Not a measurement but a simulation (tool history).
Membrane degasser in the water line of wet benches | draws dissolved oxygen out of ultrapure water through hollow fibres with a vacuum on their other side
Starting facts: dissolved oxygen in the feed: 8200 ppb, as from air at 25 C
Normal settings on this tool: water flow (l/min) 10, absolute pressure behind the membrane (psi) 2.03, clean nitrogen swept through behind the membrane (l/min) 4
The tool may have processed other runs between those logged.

run	hour	water flow (l/min)	absolute pressure behind the membrane (psi)	clean nitrogen swept through behind the membrane (l/min)	dissolved oxygen in the water behind the degasser (ppb)	pressure that the water loses in the fibres (psi)
1	0	10	2.03	4	70.2	6.499
2	89.1	10	2.03	4	70.5	6.554
3	168.5	10	2.03	4	70.6	6.512
4	211.6	10	2.03	11.46	27.6	6.496
5	270.6	10	2.03	10.1	29.9	6.493
6	321	10	2.03	10.1	30.1	6.495
7	379.3	10	2.03	10.1	30.1	6.492
8	453.7	10	2.03	4	72.2	6.517
9	544.1	10	2.03	4	72.2	6.476
10	624.7	10	2.03	4	72.2	6.489
11	678.2	13	2.03	7.31	56.7	8.415
12	753.1	10	4.66	7.31	102.5	6.489
13	837.7	10	2.03	9.51	33	6.528
14	894.4	8	1.97	4	55.2	5.197
15	939.3	8	1.97	4	55.2	5.229
16	991.1	11	1.51	4	55	7.13
17	1056.9	12	2.03	2.48	136.7	7.803
18	1117.5	11	1.73	4	66	7.185
19	1187.8	11	1.49	5.79	39.1	7.19

Predict each of these 3 candidate next runs independently; none follows another, all start after run 19:
A	1248.1	9	4.35	4	?	?
B	1248.1	7	3.54	4.65	?	?
C	1248.1	11	1.54	4.19	?	?

run	dissolved oxygen in the water behind the degasser (ppb)	pressure that the water loses in the fibres (psi)
A	154.9	5.836
B	84.5	4.57
C	54.1	7.114
Take away the tool's hidden state, keep each run's random variation, and the runs would have read:
run	dissolved oxygen in the water behind the degasser (ppb)	pressure that the water loses in the fibres (psi)
A	149	5.745
B	80.4	4.499
C	51.4	7.002
